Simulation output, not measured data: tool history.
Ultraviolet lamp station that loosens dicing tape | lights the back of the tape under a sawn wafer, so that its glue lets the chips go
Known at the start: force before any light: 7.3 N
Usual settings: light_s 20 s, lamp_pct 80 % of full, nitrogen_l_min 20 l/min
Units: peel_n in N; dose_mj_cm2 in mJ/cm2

run,hour,light_s,lamp_pct,nitrogen_l_min,peel_n,dose_mj_cm2
1,0.0,20,80,20,0.766,523
2,8.7,20,80,20,0.774,531
3,16.2,23,80,20,0.607,603
4,23.7,23,80,20,0.582,605
5,29.4,23,80,20,0.608,600
6,34.9,20,80,20,0.757,521
7,40.3,20,80,20,0.779,526
8,47.6,20,80,20,0.783,527
9,58.0,20,80,20,0.782,525
10,64.0,20,80,20,0.804,525
11,73.6,20,80,20,0.789,527
12,80.3,20,80,20,0.780,524
13,85.9,35,80,20,0.296,924
14,96.8,35,80,20,0.297,919
15,106.2,35,80,20,0.305,928
16,112.5,35,80,29,0.259,919
17,119.3,35,80,29,0.271,924
18,127.8,35,80,29,0.280,910
19,134.6,20,96,20,0.547,629
20,142.9,20,96,20,0.549,629
21,151.5,20,96,20,0.547,624
22,159.8,20,96,20,0.548,627
23,165.9,20,96,20,0.529,627
24,173.2,14,81,7,2.058,367
25,183.4,14,81,7,2.013,369

The next listed run, before its measurement:
26,194.5,18,75,7,?,?

peel_n: 1.622 N
dose_mj_cm2: 439 mJ/cm2
Without the tool's hidden state the same run would have given peel_n 1.620 N, dose_mj_cm2 439 mJ/cm2.
